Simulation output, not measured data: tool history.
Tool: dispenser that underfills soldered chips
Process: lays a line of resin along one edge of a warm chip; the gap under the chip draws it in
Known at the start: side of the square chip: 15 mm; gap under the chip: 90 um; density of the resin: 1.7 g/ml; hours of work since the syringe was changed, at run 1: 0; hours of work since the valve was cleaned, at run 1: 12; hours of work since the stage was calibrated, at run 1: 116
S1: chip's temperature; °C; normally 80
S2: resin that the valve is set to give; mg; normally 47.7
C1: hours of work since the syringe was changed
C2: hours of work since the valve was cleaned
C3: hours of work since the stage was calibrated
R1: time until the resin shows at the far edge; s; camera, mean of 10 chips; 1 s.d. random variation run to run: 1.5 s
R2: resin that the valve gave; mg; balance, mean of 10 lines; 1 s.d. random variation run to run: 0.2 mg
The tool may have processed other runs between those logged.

{"run": 1, "hour": 0.0, "S1": 80, "S2": 47.7, "C1": 0, "C2": 12, "C3": 116, "R1": 146.7, "R2": 47.33}
{"run": 2, "hour": 8.6, "S1": 80, "S2": 47.7, "C1": 5, "C2": 18, "C3": 122, "R1": 233.5, "R2": 46.81}
{"hour": 10.8, "done": "new syringe of resin"}
{"run": 3, "hour": 16.9, "S1": 80, "S2": 53.6, "C1": 4, "C2": 23, "C3": 127, "R1": 200.3, "R2": 52.55}
{"hour": 22.4, "done": "new syringe of resin"}
{"run": 4, "hour": 27.3, "S1": 80, "S2": 42.6, "C1": 3, "C2": 29, "C3": 133, "R1": 199.9, "R2": 41.42}
{"hour": 33.7, "done": "new syringe of resin"}
{"run": 5, "hour": 36.0, "S1": 65, "S2": 47.7, "C1": 1, "C2": 34, "C3": 138, "R1": 352.2, "R2": 46.06}
{"run": 6, "hour": 41.2, "S1": 80, "S2": 47.7, "C1": 5, "C2": 38, "C3": 142, "R1": 217.6, "R2": 46.06}
{"hour": 44.9, "done": "new syringe of resin"}
{"run": 7, "hour": 46.5, "S1": 80, "S2": 58.1, "C1": 1, "C2": 41, "C3": 145, "R1": 153.5, "R2": 56.09}
{"hour": 55.9, "done": "new syringe of resin"}
{"run": 8, "hour": 57.4, "S1": 84, "S2": 47.7, "C1": 1, "C2": 48, "C3": 152, "R1": 127.9, "R2": 45.49}
{"hour": 66.8, "done": "new syringe of resin"}
{"run": 9, "hour": 67.8, "S1": 84, "S2": 47.7, "C1": 1, "C2": 54, "C3": 158, "R1": 125.8, "R2": 45.63}
{"hour": 78.3, "done": "new syringe of resin"}
{"run": 10, "hour": 78.6, "S1": 84, "S2": 47.7, "C1": 0, "C2": 61, "C3": 165, "R1": 121.3, "R2": 44.94}
{"run": 11, "hour": 85.9, "S1": 80, "S2": 55.4, "C1": 5, "C2": 65, "C3": 169, "R1": 216.4, "R2": 52.13}
{"hour": 89.6, "done": "new syringe of resin"}
{"run": 12, "hour": 91.8, "S1": 80, "S2": 47.7, "C1": 1, "C2": 69, "C3": 173, "R1": 162.3, "R2": 44.63}
{"run": 13, "hour": 99.8, "S1": 80, "S2": 47.7, "C1": 6, "C2": 74, "C3": 178, "R1": 255.7, "R2": 44.8}
{"hour": 101.0, "done": "new syringe of resin"}
{"run": 14, "hour": 110.6, "S1": 80, "S2": 47.7, "C1": 6, "C2": 81, "C3": 185, "R1": 254.4, "R2": 43.93}
{"hour": 111.8, "done": "new syringe of resin"}
{"run": 15, "hour": 121.6, "S1": 77, "S2": 47.7, "C1": 6, "C2": 87, "C3": 191, "R1": 291.2, "R2": 44.11}
{"hour": 122.9, "done": "new syringe of resin"}
{"run": 16, "hour": 128.5, "S1": 77, "S2": 47.7, "C1": 4, "C2": 92, "C3": 196, "R1": 227.7, "R2": 43.75}
{"hour": 134.3, "done": "new syringe of resin"}
{"run": 17, "hour": 134.7, "S1": 77, "S2": 47.7, "C1": 0, "C2": 95, "C3": 199, "R1": 170.2, "R2": 43.88}
{"run": 18, "hour": 141.1, "S1": 77, "S2": 47.7, "C1": 4, "C2": 99, "C3": 203, "R1": 241.4, "R2": 43.61}
{"hour": 145.1, "done": "new syringe of resin"}
{"run": 19, "hour": 146.0, "S1": 89, "S2": 57.2, "C1": 1, "C2": 102, "C3": 206, "R1": 95.1, "R2": 52.1}
{"run": 20, "hour": 152.7, "S1": 89, "S2": 57.2, "C1": 5, "C2": 106, "C3": 211, "R1": 139.5, "R2": 51.97}
{"hour": 156.2, "done": "new syringe of resin"}
{"run": 21, "hour": 160.5, "S1": 66, "S2": 47.2, "C1": 3, "C2": 111, "C3": 215, "R1": 382.4, "R2": 42.4}
{"run": 22, "hour": 166.4, "S1": 92, "S2": 42.5, "C1": 6, "C2": 115, "C3": 219, "R1": 152.4, "R2": 38.07}
{"hour": 167.2, "done": "new syringe of resin"}
{"run": 23, "hour": 173.9, "S1": 92, "S2": 56.1, "C1": 4, "C2": 119, "C3": 224, "R1": 115.9, "R2": 50.48}
{"hour": 176.4, "done": "dispensing valve cleaned and set on the balance"}
{"hour": 179.0, "done": "new syringe of resin"}
{"run": 24, "hour": 181.9, "S1": 68, "S2": 47.7, "C1": 2, "C2": 3, "C3": 228, "R1": 298.9, "R2": 47.37}
{"hour": 190.6, "done": "new syringe of resin"}
{"run": 25, "hour": 192.1, "S1": 72, "S2": 47.7, "C1": 1, "C2": 10, "C3": 234, "R1": 225.9, "R2": 47.11}
{"run": 26, "hour": 197.1, "S1": 74, "S2": 44.6, "C1": 4, "C2": 13, "C3": 237, "R1": 275.7, "R2": 43.92}
{"hour": 201.5, "done": "new syringe of resin"}
{"run": 27, "hour": 202.3, "S1": 74, "S2": 44.6, "C1": 1, "C2": 16, "C3": 240, "R1": 200.8, "R2": 44.13}
{"hour": 212.6, "done": "new syringe of resin"}
{"run": 28, "hour": 213.1, "S1": 74, "S2": 44.6, "C1": 0, "C2": 22, "C3": 247, "R1": 191.5, "R2": 43.65}
{"run": 29, "hour": 222.5, "S1": 89, "S2": 60.8, "C1": 6, "C2": 28, "C3": 253, "R1": 154.9, "R2": 58.71}
{"hour": 223.7, "done": "new syringe of resin"}
{"run": 30, "hour": 233.7, "S1": 89, "S2": 60.8, "C1": 6, "C2": 35, "C3": 260, "R1": 155.7, "R2": 58.78}
{"hour": 234.5, "done": "new syringe of resin"}
{"run": 31, "hour": 240.8, "S1": 92, "S2": 44.3, "C1": 4, "C2": 40, "C3": 264, "R1": 114.5, "R2": 42.6}
{"hour": 245.6, "done": "new syringe of resin"}
{"run": 32, "hour": 249.2, "S1": 92, "S2": 44.3, "C1": 2, "C2": 45, "C3": 269, "R1": 101.7, "R2": 42.33}
{"hour": 256.8, "done": "new syringe of resin"}
{"run": 33, "hour": 256.8, "S1": 92, "S2": 44.3, "C1": 0, "C2": 49, "C3": 274, "R1": 80.8, "R2": 42.53}

The next listed run, before its measurement:
{"run": 34, "hour": 261.9, "S1": 92, "S2": 61.6, "C1": 3, "C2": 53, "C3": 277, "R1": "?", "R2": "?"}

{"run 34": {"R1": 102.5, "R2": 58.71}}
Were there no unlogged condition in the tool, this run, its random variation unchanged, would have produced R1 80.8 s, R2 61.59 mg.

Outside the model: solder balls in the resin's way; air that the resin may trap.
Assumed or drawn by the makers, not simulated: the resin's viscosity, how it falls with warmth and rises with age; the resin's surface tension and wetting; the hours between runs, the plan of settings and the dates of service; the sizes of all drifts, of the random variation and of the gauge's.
